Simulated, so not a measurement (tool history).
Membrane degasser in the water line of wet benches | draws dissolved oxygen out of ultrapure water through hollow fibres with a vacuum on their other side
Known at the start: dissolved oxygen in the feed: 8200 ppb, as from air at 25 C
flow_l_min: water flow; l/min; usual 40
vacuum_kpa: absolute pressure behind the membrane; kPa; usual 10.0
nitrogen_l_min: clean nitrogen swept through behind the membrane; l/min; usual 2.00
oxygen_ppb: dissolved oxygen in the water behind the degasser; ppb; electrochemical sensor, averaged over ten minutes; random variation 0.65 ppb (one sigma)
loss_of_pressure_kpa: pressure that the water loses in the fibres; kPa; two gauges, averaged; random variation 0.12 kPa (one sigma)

run	hour	flow_l_min	vacuum_kpa	nitrogen_l_min	oxygen_ppb	loss_of_pressure_kpa
1	0.0	40	10.0	2.00	300.2	43.42
2	107.6	40	10.0	2.00	301.8	43.48
3	275.2	40	10.0	2.00	302.5	43.28
4	424.7	40	10.0	2.00	302.4	43.28
5	495.6	40	10.0	2.00	302.3	43.42
6	626.4	40	10.0	2.00	301.9	43.31
7	747.0	40	10.0	2.00	301.9	43.39
8	869.3	40	10.0	2.00	303.6	43.20
9	982.8	57	10.0	2.00	413.1	61.69
# hour 1105.0: seals of the vacuum lines changed
10	1122.3	40	10.0	2.00	303.0	43.13
11	1247.6	40	10.0	2.00	303.9	43.24
12	1327.6	40	10.0	2.00	303.5	43.42
13	1421.5	40	10.0	2.00	304.8	43.37
14	1590.0	28	10.0	2.00	219.8	30.19
15	1742.7	28	10.0	2.00	220.3	30.27
16	1841.9	55	10.0	2.00	402.8	59.27
17	1984.6	34	15.2	2.00	448.1	36.80
18	2128.1	34	15.2	2.00	450.2	36.80
19	2222.0	35	10.0	1.69	312.2	37.78
20	2363.8	35	10.0	1.69	312.5	37.70
21	2464.5	43	12.7	1.69	511.8	46.34
22	2536.1	27	21.1	2.00	534.8	29.37
23	2629.2	59	6.3	4.19	118.9	63.96
24	2720.7	31	11.2	4.19	146.2	33.58
25	2874.9	40	10.0	2.60	244.3	43.41
26	3029.9	32	11.5	0.96	556.0	34.61

Forecast each of these 5 alternatives for the next run:
A	3144.2	56	6.2	1.64	?	?
B	3144.2	59	9.4	0.96	?	?
C	3144.2	40	10.0	0.81	?	?
D	3144.2	27	10.0	3.86	?	?
E	3144.2	36	6.6	2.00	?	?

run	oxygen_ppb	loss_of_pressure_kpa
A	226.2	60.84
B	676.1	64.24
C	621.4	43.21
D	118.0	29.39
E	144.3	38.86
Without the tool's hidden state the same runs would have given:
run	oxygen_ppb	loss_of_pressure_kpa
A	222.0	60.81
B	664.1	64.21
C	610.5	43.19
D	115.9	29.38
E	141.6	38.84
